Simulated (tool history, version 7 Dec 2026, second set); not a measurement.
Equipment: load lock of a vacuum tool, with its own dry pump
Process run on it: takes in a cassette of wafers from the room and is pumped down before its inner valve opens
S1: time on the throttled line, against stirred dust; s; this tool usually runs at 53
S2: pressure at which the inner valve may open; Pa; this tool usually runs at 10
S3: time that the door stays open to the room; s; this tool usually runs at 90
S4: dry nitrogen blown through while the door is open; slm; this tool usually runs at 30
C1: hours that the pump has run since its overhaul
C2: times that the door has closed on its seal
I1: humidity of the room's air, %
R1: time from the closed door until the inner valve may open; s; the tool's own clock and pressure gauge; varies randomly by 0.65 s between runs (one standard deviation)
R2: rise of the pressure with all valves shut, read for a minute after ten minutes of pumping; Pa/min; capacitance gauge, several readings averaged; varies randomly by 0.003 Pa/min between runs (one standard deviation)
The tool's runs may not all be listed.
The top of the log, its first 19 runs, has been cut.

Run 20, day 105.475: usual settings but S3 40 s; C1 17418; C2 37024; I1 45.7. Result: R1 100.2 s, R2 0.095 Pa/min.
Run 21, day 110.383: usual settings but S2 8 Pa, S3 52 s; C1 17536; C2 37469; I1 45.3. Result: R1 101.6 s, R2 0.101 Pa/min.
Run 22, day 113.912: usual settings but S2 8 Pa, S3 52 s; C1 17620; C2 37790; I1 41.5. Result: R1 100.5 s, R2 0.109 Pa/min.
Run 23, day 118.479: usual settings but S1 38 s, S2 16 Pa, S3 50 s; C1 17730; C2 38205; I1 45.2. Result: R1 86.0 s, R2 0.104 Pa/min.
Run 24, day 125.742: usual settings but S1 38 s, S2 16 Pa, S3 50 s; C1 17904; C2 38865; I1 44.7. Result: R1 85.7 s, R2 0.107 Pa/min.
Run 25, day 132.979: usual settings but S4 29 slm; C1 18078; C2 39522; I1 45.9. Result: R1 99.9 s, R2 0.113 Pa/min.
Run 26, day 140.275: usual settings but S1 50 s, S3 65 s, S4 29 slm; C1 18253; C2 40185; I1 43.1. Result: R1 97.3 s, R2 0.111 Pa/min.
Run 27, day 144.950: usual settings but S1 50 s, S3 65 s, S4 29 slm; C1 18365; C2 40609; I1 42.9. Result: R1 96.2 s, R2 0.120 Pa/min.
Run 28, day 151.617: usual settings but S1 102 s, S3 103 s; C1 18525; C2 41215; I1 46.3. Result: R1 132.5 s, R2 0.122 Pa/min.
Run 29, day 157.508: usual settings but S1 102 s, S3 103 s, S4 26 slm; C1 18667; C2 41750; I1 45.8. Result: R1 133.2 s, R2 0.135 Pa/min.
Run 30, day 164.658: usual settings but S4 12 slm; C1 18838; C2 42400; I1 48.0. Result: R1 99.6 s, R2 0.146 Pa/min.
Run 31, day 172.192: usual settings but S4 12 slm; C1 19019; C2 43084; I1 42.8. Result: R1 99.0 s, R2 0.141 Pa/min.
Run 32, day 176.983: usual settings but S1 102 s, S2 9 Pa, S3 145 s, S4 6 slm; C1 19134; C2 43520; I1 41.9. Result: R1 134.3 s, R2 0.164 Pa/min.
Run 33, day 185.125: usual settings but S1 47 s, S2 16 Pa, S3 77 s, S4 37 slm; C1 19329; C2 44259; I1 43.8. Result: R1 93.1 s, R2 0.126 Pa/min.
Run 34, day 189.271: usual settings but S1 74 s, S3 73 s, S4 25 slm; C1 19429; C2 44636; I1 44.5. Result: R1 113.0 s, R2 0.134 Pa/min.
Run 35, day 193.929: usual settings but S1 74 s, S3 73 s, S4 25 slm; C1 19541; C2 45059; I1 41.0. Result: R1 112.8 s, R2 0.135 Pa/min.
Run 36, day 198.862: usual settings but S1 74 s, S3 73 s, S4 25 slm; C1 19659; C2 45507; I1 40.8. Result: R1 114.9 s, R2 0.141 Pa/min.
Run 37, day 205.008: usual settings but S1 98 s, S3 73 s, S4 25 slm; C1 19807; C2 46065; I1 44.5. Result: R1 129.3 s, R2 0.143 Pa/min.
Run 38, day 212.412: usual settings but S1 34 s, S2 17 Pa, S3 73 s, S4 25 slm; C1 19984; C2 46738; I1 43.3. Result: R1 83.5 s, R2 0.150 Pa/min.

Here are 3 independent what-if runs from the current tool condition. What would each one return?
Run A, day 220.121: usual settings but S2 9 Pa, S4 15 slm; C1 20169; C2 47438; I1 44.0. Result: R1 ?, R2 ?.
Run B, day 220.121: usual settings but S3 29 s; C1 20169; C2 47438; I1 42.3. Result: R1 ?, R2 ?.
Run C, day 220.121: usual settings but S1 81 s, S2 8 Pa, S4 5 slm; C1 20169; C2 47438; I1 47.5. Result: R1 ?, R2 ?.

run     R1     R2
  A  100.0  0.152
  B   99.3  0.140
  C  121.1  0.167
Had the tool no hidden state, the same runs would have come out as:
run     R1     R2
  A   94.9  0.026
  B   94.4  0.011
  C  117.0  0.038
